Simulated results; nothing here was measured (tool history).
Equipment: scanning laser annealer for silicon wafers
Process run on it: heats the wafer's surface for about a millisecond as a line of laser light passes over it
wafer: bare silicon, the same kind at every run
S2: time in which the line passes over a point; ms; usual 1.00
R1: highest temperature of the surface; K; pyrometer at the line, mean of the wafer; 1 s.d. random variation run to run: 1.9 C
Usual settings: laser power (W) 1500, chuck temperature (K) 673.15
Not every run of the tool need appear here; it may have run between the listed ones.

Run 1, day 0.000: usual settings. Result: R1 1466.15 K.
Run 2, day 1.754: usual settings but laser power (W) 1350. Result: R1 1374.15 K.
Run 3, day 2.842: usual settings. Result: R1 1463.15 K.
Run 4, day 3.696: usual settings but S2 0.91 ms. Result: R1 1430.15 K.
Run 5, day 4.425: usual settings but S2 0.91 ms. Result: R1 1430.15 K.
At day 5.212: optics aligned, line set to its width.
Run 6, day 6.129: usual settings but S2 0.91 ms. Result: R1 1450.15 K.
Run 7, day 7.071: usual settings but laser power (W) 1604, S2 1.14 ms. Result: R1 1598.15 K.
Run 8, day 8.375: usual settings but chuck temperature (K) 710.15. Result: R1 1517.15 K.
Run 9, day 9.912: usual settings but S2 0.71 ms, chuck temperature (K) 645.15. Result: R1 1342.15 K.
Run 10, day 11.062: usual settings but laser power (W) 1535, S2 0.85 ms, chuck temperature (K) 650.15. Result: R1 1418.15 K.

Predict each of these 3 candidate next runs independently; none follows another, all start after run 10:
Run A, day 12.058: usual settings but laser power (W) 1604. Result: R1 ?.
Run B, day 12.058: usual settings but laser power (W) 1516, S2 0.85 ms, chuck temperature (K) 671.15. Result: R1 ?.
Run C, day 12.058: usual settings but laser power (W) 1553, chuck temperature (K) 651.15. Result: R1 ?.

run       R1
  A  1543.15
  B  1433.15
  C  1488.15
Stripped of hidden state, with their random variation kept, the same runs would have yielded:
run       R1
  A  1569.15
  B  1455.15
  C  1513.15

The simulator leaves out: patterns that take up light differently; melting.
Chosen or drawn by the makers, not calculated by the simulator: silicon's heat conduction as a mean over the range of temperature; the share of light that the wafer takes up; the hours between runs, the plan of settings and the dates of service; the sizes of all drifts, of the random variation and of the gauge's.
